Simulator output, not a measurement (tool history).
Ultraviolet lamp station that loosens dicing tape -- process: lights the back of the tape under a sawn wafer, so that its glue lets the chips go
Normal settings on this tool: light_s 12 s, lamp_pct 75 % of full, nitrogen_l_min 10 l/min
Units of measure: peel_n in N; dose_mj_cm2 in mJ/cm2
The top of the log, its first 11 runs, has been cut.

run,day,light_s,lamp_pct,nitrogen_l_min,peel_n,dose_mj_cm2
# day 18.679: window cleaned of glue's vapour, once more
12,19.254,12,75,10,0.869,340
13,21.733,12,75,10,0.929,334
14,23.121,12,75,10,0.945,326
15,25.067,12,75,8,1.087,322
16,26.1,12,96,10,0.649,409
17,28.521,12,96,10,0.697,396
18,30.838,12,88,10,0.807,354
19,32.179,12,63,10,1.383,251
20,33.858,12,83,10,0.922,324
21,35.246,12,83,10,0.98,315
22,36.329,14,75,3,1.529,332
23,37.508,12,95,8,0.911,360
24,39.958,15,95,5,0.871,433
25,41.425,15,95,5,0.899,429
26,43.571,15,95,5,0.905,412
# day 44.938: window cleaned of glue's vapour
27,45.171,9,95,14,1.103,256
28,46.842,17,88,11,0.538,445
29,48.667,17,88,11,0.564,431
30,51.146,17,88,11,0.613,420

Run 31 is up next; what results do you expect?
# day 52.062: lamp changed
31,52.571,17,88,11,?,?

peel_n: 0.343 N
dose_mj_cm2: 612 mJ/cm2
Without the tool's hidden state the same run would have given peel_n 0.335 N, dose_mj_cm2 624 mJ/cm2.
